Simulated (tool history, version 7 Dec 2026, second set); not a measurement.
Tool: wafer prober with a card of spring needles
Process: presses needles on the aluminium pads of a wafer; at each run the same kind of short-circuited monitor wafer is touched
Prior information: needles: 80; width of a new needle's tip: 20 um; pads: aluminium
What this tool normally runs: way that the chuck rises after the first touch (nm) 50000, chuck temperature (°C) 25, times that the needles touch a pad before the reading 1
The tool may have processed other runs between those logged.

| run | hour | way that the chuck rises after the first touch (nm) | chuck temperature (°C) | times that the needles touch a pad before the reading | resistance of one needle with its contact and lead (mohm) | way that a needle slides on the pad (nm) |
|---|---|---|---|---|---|---|
| 1 | 0.0 | 50000 | 25 | 1 | 574 | 11261 |
|  | 27.5 | tips cleaned on abrasive film |
| 2 | 37.7 | 50000 | 25 | 1 | 431 | 11260 |
|  | 76.1 | tips cleaned on abrasive film |
| 3 | 76.1 | 59000 | 25 | 1 | 255 | 13285 |
|  | 125.5 | tips cleaned on abrasive film |
| 4 | 129.6 | 59000 | 39 | 1 | 337 | 13272 |
|  | 176.0 | tips cleaned on abrasive film |
| 5 | 176.0 | 50000 | 56 | 1 | 295 | 11216 |
|  | 188.5 | height of the first contact set anew |
|  | 222.5 | tips cleaned on abrasive film |
| 6 | 238.8 | 50000 | 56 | 1 | 504 | 11346 |
|  | 269.5 | tips cleaned on abrasive film |
| 7 | 269.5 | 50000 | 56 | 1 | 264 | 11342 |
|  | 316.7 | tips cleaned on abrasive film |
| 8 | 323.5 | 50000 | 56 | 1 | 403 | 11348 |
|  | 366.7 | tips cleaned on abrasive film |
| 9 | 387.7 | 50000 | 56 | 1 | 547 | 11325 |
|  | 416.0 | tips cleaned on abrasive film |
| 10 | 455.8 | 33000 | 25 | 3 | 569 | 7429 |
|  | 464.8 | tips cleaned on abrasive film |
|  | 510.3 | tips cleaned on abrasive film |
| 11 | 526.4 | 30000 | 30 | 1 | 1017 | 6740 |
|  | 558.0 | tips cleaned on abrasive film |
| 12 | 593.5 | 44000 | 46 | 2 | 536 | 9886 |
|  | 606.1 | tips cleaned on abrasive film |
| 13 | 624.6 | 32000 | 33 | 2 | 672 | 7164 |
|  | 652.7 | tips cleaned on abrasive film |
| 14 | 690.1 | 50000 | 123 | 3 | 386 | 11254 |
|  | 698.6 | tips cleaned on abrasive film |
|  | 747.4 | tips cleaned on abrasive film |
| 15 | 748.6 | 38000 | 25 | 1 | 354 | 8484 |
| 16 | 778.7 | 33000 | 114 | 2 | 706 | 7360 |
|  | 792.7 | tips cleaned on abrasive film |
|  | 829.3 | height of the first contact set anew |
| 17 | 829.3 | 36000 | 29 | 1 | 975 | 8191 |
|  | 838.5 | tips cleaned on abrasive film |
| 18 | 870.9 | 34000 | 34 | 1 | 1035 | 7722 |

3 options for the next run, each taken on its own from the tool as it stands now. Forecast them:
|  | 883.8 | tips cleaned on abrasive film |
| A | 916.8 | 44000 | 61 | 1 | ? | ? |
|  | 883.8 | tips cleaned on abrasive film |
| B | 916.8 | 34000 | 34 | 2 | ? | ? |
|  | 883.8 | tips cleaned on abrasive film |
| C | 916.8 | 37000 | 25 | 1 | ? | ? |

| run | resistance of one needle with its contact and lead (mohm) | way that a needle slides on the pad (nm) |
|---|---|---|
| A | 699 | 9981 |
| B | 712 | 7695 |
| C | 921 | 8391 |
Without the tool's unlogged condition, the same runs would have read:
| run | resistance of one needle with its contact and lead (mohm) | way that a needle slides on the pad (nm) |
|---|---|---|
| A | 246 | 10005 |
| B | 245 | 7719 |
| C | 243 | 8415 |
